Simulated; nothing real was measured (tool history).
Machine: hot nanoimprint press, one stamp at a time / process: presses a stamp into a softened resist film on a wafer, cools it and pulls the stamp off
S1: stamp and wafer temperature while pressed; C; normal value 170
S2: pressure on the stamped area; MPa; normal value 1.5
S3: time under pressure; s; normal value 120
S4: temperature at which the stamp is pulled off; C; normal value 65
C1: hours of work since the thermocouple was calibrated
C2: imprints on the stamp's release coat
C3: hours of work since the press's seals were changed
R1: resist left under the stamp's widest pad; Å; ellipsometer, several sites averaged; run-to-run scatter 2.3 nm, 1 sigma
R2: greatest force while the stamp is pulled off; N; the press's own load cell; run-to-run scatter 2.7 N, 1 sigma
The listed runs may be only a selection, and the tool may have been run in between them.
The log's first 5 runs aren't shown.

run	hour	S1	S2	S3	S4	C1	C2	C3	R1	R2
6	119.4	172	1.5	166	65	156	495	402	3131	251
# hour 133.9: stamp cleaned and given a new release coat
7	137.9	170	1.5	120	65	164	15	410	3812	231
8	155.1	170	1.5	120	65	174	76	421	3838	227
9	167	170	1.5	120	65	182	119	428	3774	233
10	184.3	170	1.5	120	65	193	181	439	3832	233
11	211.7	170	1.5	120	65	210	278	456	3800	238
12	235.3	170	1.5	120	65	225	363	471	3776	245
13	263.7	170	1.5	120	64	242	464	489	3774	253
# hour 287.7: stamp cleaned and given a new release coat
14	294.5	170	1.5	120	64	258	24	504	3760	233
15	319.2	170	1.5	120	64	273	112	520	3753	232
16	346.5	172	1.5	120	59	291	210	537	3443	256
17	362.4	172	1.5	120	59	301	267	547	3498	253
18	384.6	172	1.5	120	59	314	346	561	3454	258
19	412.2	178	1.5	120	52	332	445	578	2730	283
20	427	178	1.5	120	52	341	498	587	2689	287
# hour 440.6: stamp cleaned and given a new release coat
21	445.4	178	1.5	120	52	349	17	595	2738	265
22	465.3	170	2.39	120	55	361	88	608	3075	252
23	486	175	2.39	120	52	374	162	621	2464	269
24	506.3	175	2.39	120	52	387	235	633	2457	267
25	523	173	1.87	120	52	398	294	644	2997	276
26	549.5	170	2.31	120	65	414	389	661	3105	243
27	563.4	170	0.9	161	59	423	439	669	4085	262
# hour 573.5: plate thermocouple calibrated
28	580.8	170	1.45	161	59	5	490	678	3621	272
# hour 597.6: stamp cleaned and given a new release coat
29	602.7	170	1.43	235	65	15	18	688	3174	229
30	626.3	170	1.43	235	65	29	102	703	3192	228

4 options for the next run, each taken on its own from the tool as it stands now. Forecast them:
A	638.6	170	1.9	235	65	37	146	711	?	?
B	638.6	170	1.5	120	68	37	146	711	?	?
C	638.6	170	0.91	74	65	37	146	711	?	?
D	638.6	165	1.43	235	65	37	146	711	?	?

run	R1	R2
A	2797	235
B	3914	229
C	5260	237
D	3902	234
With the hidden condition removed and each run's random variation left untouched, the same runs would have given:
run	R1	R2
A	2736	228
B	3864	223
C	5241	230
D	3857	228

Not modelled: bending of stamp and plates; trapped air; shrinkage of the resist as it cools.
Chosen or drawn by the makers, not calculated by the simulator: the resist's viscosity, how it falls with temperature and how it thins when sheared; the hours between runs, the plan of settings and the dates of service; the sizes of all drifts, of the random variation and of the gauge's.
